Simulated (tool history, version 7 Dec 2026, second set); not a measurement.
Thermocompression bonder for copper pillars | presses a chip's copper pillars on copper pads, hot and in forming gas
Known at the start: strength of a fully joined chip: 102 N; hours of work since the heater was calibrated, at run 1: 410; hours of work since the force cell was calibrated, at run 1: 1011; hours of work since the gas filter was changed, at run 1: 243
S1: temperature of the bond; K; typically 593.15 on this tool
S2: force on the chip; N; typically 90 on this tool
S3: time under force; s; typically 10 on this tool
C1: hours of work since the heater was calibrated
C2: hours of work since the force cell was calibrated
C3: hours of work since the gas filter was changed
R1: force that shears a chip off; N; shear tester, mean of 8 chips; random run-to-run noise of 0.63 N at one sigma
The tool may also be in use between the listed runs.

{"run": 1, "hour": 0.0, "S1": 593.15, "S2": 90, "S3": 10, "C1": 410, "C2": 1011, "C3": 243, "R1": 33.6}
{"run": 2, "hour": 40.1, "S1": 593.15, "S2": 90, "S3": 10, "C1": 436, "C2": 1037, "C3": 269, "R1": 33.2}
{"run": 3, "hour": 82.7, "S1": 593.15, "S2": 90, "S3": 10, "C1": 463, "C2": 1064, "C3": 296, "R1": 31.5}
{"run": 4, "hour": 157.8, "S1": 593.15, "S2": 90, "S3": 10, "C1": 512, "C2": 1113, "C3": 345, "R1": 31.5}
{"hour": 169.4, "done": "forming gas filter changed"}
{"run": 5, "hour": 209.1, "S1": 593.15, "S2": 90, "S3": 10, "C1": 545, "C2": 1146, "C3": 26, "R1": 34.1}
{"run": 6, "hour": 278.8, "S1": 593.15, "S2": 90, "S3": 10, "C1": 590, "C2": 1191, "C3": 71, "R1": 32.5}
{"run": 7, "hour": 355.1, "S1": 593.15, "S2": 90, "S3": 10, "C1": 639, "C2": 1240, "C3": 120, "R1": 32.4}
{"run": 8, "hour": 392.5, "S1": 593.15, "S2": 90, "S3": 7, "C1": 664, "C2": 1264, "C3": 144, "R1": 28.4}
{"run": 9, "hour": 428.5, "S1": 593.15, "S2": 90, "S3": 7, "C1": 687, "C2": 1288, "C3": 168, "R1": 27.5}
{"hour": 440.8, "done": "heater calibrated with a thermocouple chip"}
{"run": 10, "hour": 482.6, "S1": 593.15, "S2": 90, "S3": 7, "C1": 27, "C2": 1321, "C3": 201, "R1": 29.8}
{"run": 11, "hour": 546.1, "S1": 593.15, "S2": 90, "S3": 7, "C1": 68, "C2": 1362, "C3": 242, "R1": 29.8}
{"run": 12, "hour": 588.3, "S1": 593.15, "S2": 90, "S3": 20, "C1": 95, "C2": 1390, "C3": 270, "R1": 44.2}
{"run": 13, "hour": 628.6, "S1": 593.15, "S2": 90, "S3": 10, "C1": 122, "C2": 1416, "C3": 296, "R1": 34.1}
{"run": 14, "hour": 700.9, "S1": 593.15, "S2": 90, "S3": 10, "C1": 168, "C2": 1463, "C3": 343, "R1": 33.3}
{"hour": 716.7, "done": "forming gas filter changed"}
{"run": 15, "hour": 749.7, "S1": 593.15, "S2": 134, "S3": 10, "C1": 200, "C2": 1494, "C3": 21, "R1": 47.6}
{"run": 16, "hour": 818.8, "S1": 593.15, "S2": 134, "S3": 10, "C1": 244, "C2": 1539, "C3": 66, "R1": 48.2}
{"hour": 829.1, "done": "force cell calibrated"}
{"run": 17, "hour": 870.2, "S1": 593.15, "S2": 90, "S3": 10, "C1": 277, "C2": 27, "C3": 98, "R1": 35.2}
{"run": 18, "hour": 917.6, "S1": 607.15, "S2": 90, "S3": 10, "C1": 307, "C2": 57, "C3": 129, "R1": 42.1}
{"run": 19, "hour": 969.5, "S1": 593.15, "S2": 90, "S3": 10, "C1": 341, "C2": 91, "C3": 163, "R1": 35.7}
{"run": 20, "hour": 1024.5, "S1": 593.15, "S2": 90, "S3": 10, "C1": 376, "C2": 126, "C3": 198, "R1": 34.8}
{"run": 21, "hour": 1069.0, "S1": 593.15, "S2": 90, "S3": 27, "C1": 405, "C2": 155, "C3": 227, "R1": 50.2}
{"run": 22, "hour": 1125.3, "S1": 593.15, "S2": 90, "S3": 27, "C1": 442, "C2": 192, "C3": 263, "R1": 49.5}
{"run": 23, "hour": 1179.7, "S1": 593.15, "S2": 90, "S3": 27, "C1": 477, "C2": 227, "C3": 299, "R1": 49.1}
{"run": 24, "hour": 1232.7, "S1": 604.15, "S2": 73, "S3": 19, "C1": 511, "C2": 261, "C3": 333, "R1": 40.1}
{"hour": 1262.4, "done": "forming gas filter changed"}
{"run": 25, "hour": 1266.3, "S1": 604.15, "S2": 128, "S3": 19, "C1": 533, "C2": 283, "C3": 3, "R1": 65.3}
{"run": 26, "hour": 1335.5, "S1": 575.15, "S2": 58, "S3": 19, "C1": 577, "C2": 327, "C3": 47, "R1": 23.7}
{"run": 27, "hour": 1406.6, "S1": 604.15, "S2": 79, "S3": 16, "C1": 623, "C2": 373, "C3": 93, "R1": 41.4}
{"run": 28, "hour": 1449.8, "S1": 577.15, "S2": 90, "S3": 18, "C1": 651, "C2": 401, "C3": 121, "R1": 34.9}
{"run": 29, "hour": 1490.8, "S1": 577.15, "S2": 90, "S3": 18, "C1": 678, "C2": 428, "C3": 148, "R1": 34.1}
{"hour": 1522.0, "done": "heater calibrated with a thermocouple chip"}
{"run": 30, "hour": 1547.0, "S1": 593.15, "S2": 126, "S3": 22, "C1": 16, "C2": 463, "C3": 183, "R1": 61}
{"run": 31, "hour": 1618.4, "S1": 583.15, "S2": 90, "S3": 9, "C1": 62, "C2": 509, "C3": 229, "R1": 30.1}
{"run": 32, "hour": 1682.4, "S1": 583.15, "S2": 90, "S3": 9, "C1": 104, "C2": 551, "C3": 271, "R1": 28.9}
{"run": 33, "hour": 1737.2, "S1": 618.15, "S2": 90, "S3": 19, "C1": 139, "C2": 586, "C3": 306, "R1": 57.4}
{"run": 34, "hour": 1783.7, "S1": 618.15, "S2": 90, "S3": 19, "C1": 169, "C2": 616, "C3": 336, "R1": 57.1}
{"hour": 1808.9, "done": "forming gas filter changed"}
{"run": 35, "hour": 1834.2, "S1": 612.15, "S2": 90, "S3": 19, "C1": 202, "C2": 649, "C3": 16, "R1": 55.8}
{"run": 36, "hour": 1882.3, "S1": 618.15, "S2": 77, "S3": 13, "C1": 233, "C2": 680, "C3": 48, "R1": 47}
{"run": 37, "hour": 1942.6, "S1": 587.15, "S2": 58, "S3": 10, "C1": 272, "C2": 719, "C3": 87, "R1": 22.2}
{"run": 38, "hour": 1975.2, "S1": 587.15, "S2": 86, "S3": 15, "C1": 293, "C2": 740, "C3": 108, "R1": 38}
{"run": 39, "hour": 2016.0, "S1": 606.15, "S2": 133, "S3": 25, "C1": 319, "C2": 766, "C3": 134, "R1": 71.5}

3 ways to go on from here, each from the tool as it stands after run 39. What would each give?
{"run": "A", "hour": 2048.1, "S1": 614.15, "S2": 111, "S3": 14, "C1": 340, "C2": 787, "C3": 155, "R1": "?"}
{"run": "B", "hour": 2048.1, "S1": 604.15, "S2": 89, "S3": 16, "C1": 340, "C2": 787, "C3": 155, "R1": "?"}
{"run": "C", "hour": 2048.1, "S1": 618.15, "S2": 112, "S3": 23, "C1": 340, "C2": 787, "C3": 155, "R1": "?"}

run=A R1=57.9
run=B R1=47
run=C R1=67.2
Without the tool's unlogged condition, the same runs would have read:
run=A R1=63.4
run=B R1=52
run=C R1=72.8
